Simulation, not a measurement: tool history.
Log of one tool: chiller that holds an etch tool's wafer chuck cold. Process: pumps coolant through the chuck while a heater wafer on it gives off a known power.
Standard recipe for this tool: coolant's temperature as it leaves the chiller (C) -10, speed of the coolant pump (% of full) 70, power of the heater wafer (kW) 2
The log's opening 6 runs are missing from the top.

run,day,coolant's temperature as it leaves the chiller (C),speed of the coolant pump (% of full),power of the heater wafer (kW),hours since the coolant was changed and the channels were flushed,hours since the pump was overhauled,hours since the chiller's thermometer was calibrated,chuck's temperature once it has settled (C),how much warmer the coolant comes back (C)
7,11.433,-8,70,2,959,3315,5635,8.7,5.98
# day 12.738: chiller's thermometer calibrated
8,13.958,-8,70,2,1019,3374,29,8.3,5.9
9,17.171,-10,71,2,1096,3452,106,6.2,5.85
10,18.575,-10,71,2,1130,3485,140,6.1,5.86
11,21.529,-8,71,2,1201,3556,211,8.3,5.87
12,24.538,-10,70,2.783,1273,3628,283,12.8,8.28
13,27.504,-10,70,2.783,1344,3699,354,12.9,8.32
14,29.138,-10,86,2.783,1383,3739,394,9.5,6.61
15,31.129,-10,86,2.703,1431,3786,441,8.9,6.47
16,32.583,-10,86,2.703,1466,3821,476,8.9,6.48
17,34.742,-10,86,2.703,1518,3873,528,9.1,6.45
18,36.442,-16,96,2,1558,3914,569,-2.9,4.21
19,38.858,-16,96,2,1616,3972,627,-2.8,4.2
20,41.162,-11,77,2,1672,4027,682,4.5,5.44
21,44.154,-11,77,2.096,1744,4099,754,5.2,5.7
22,46.625,-11,77,2.239,1803,4158,813,6.6,6.01
23,49.896,-11,77,2.239,1881,4237,892,6.4,5.98
24,52.821,-11,84,2.746,1952,4307,962,9.2,6.67
25,55.212,-7,70,2,2009,4364,1019,10,5.97
26,57.967,-10,69,1.396,2075,4431,1085,2,4.29
27,60.829,-10,69,1.396,2144,4499,1154,1.8,4.29
28,62.188,-10,69,1.396,2176,4532,1187,2,4.24
29,64.304,-11,77,1.905,2227,4583,1238,4.1,5.16
30,65.979,-9,90,2.18,2267,4623,1278,6.1,4.93
31,68.921,-12,70,1.952,2338,4694,1348,4.6,5.87

Predict each of these 5 candidate next runs independently; none follows another, all start after run 31:
A,71.746,-15,68,1.028,2406,4761,1416,?,?
B,71.746,-13,70,2.576,2406,4761,1416,?,?
C,71.746,-17,98,1.436,2406,4761,1416,?,?
D,71.746,-10,70,2.609,2406,4761,1416,?,?
E,71.746,-17,70,1.952,2406,4761,1416,?,?

run,chuck's temperature once it has settled (C),how much warmer the coolant comes back (C)
A,-5.9,3.18
B,8.8,7.83
C,-7.5,2.99
D,12.1,7.78
E,-0.6,5.9
What these runs would have given with no unlogged condition in the tool:
run,chuck's temperature once it has settled (C),how much warmer the coolant comes back (C)
A,-6.8,3.01
B,6.8,7.43
C,-8.5,2.84
D,10.2,7.38
E,-2.1,5.61
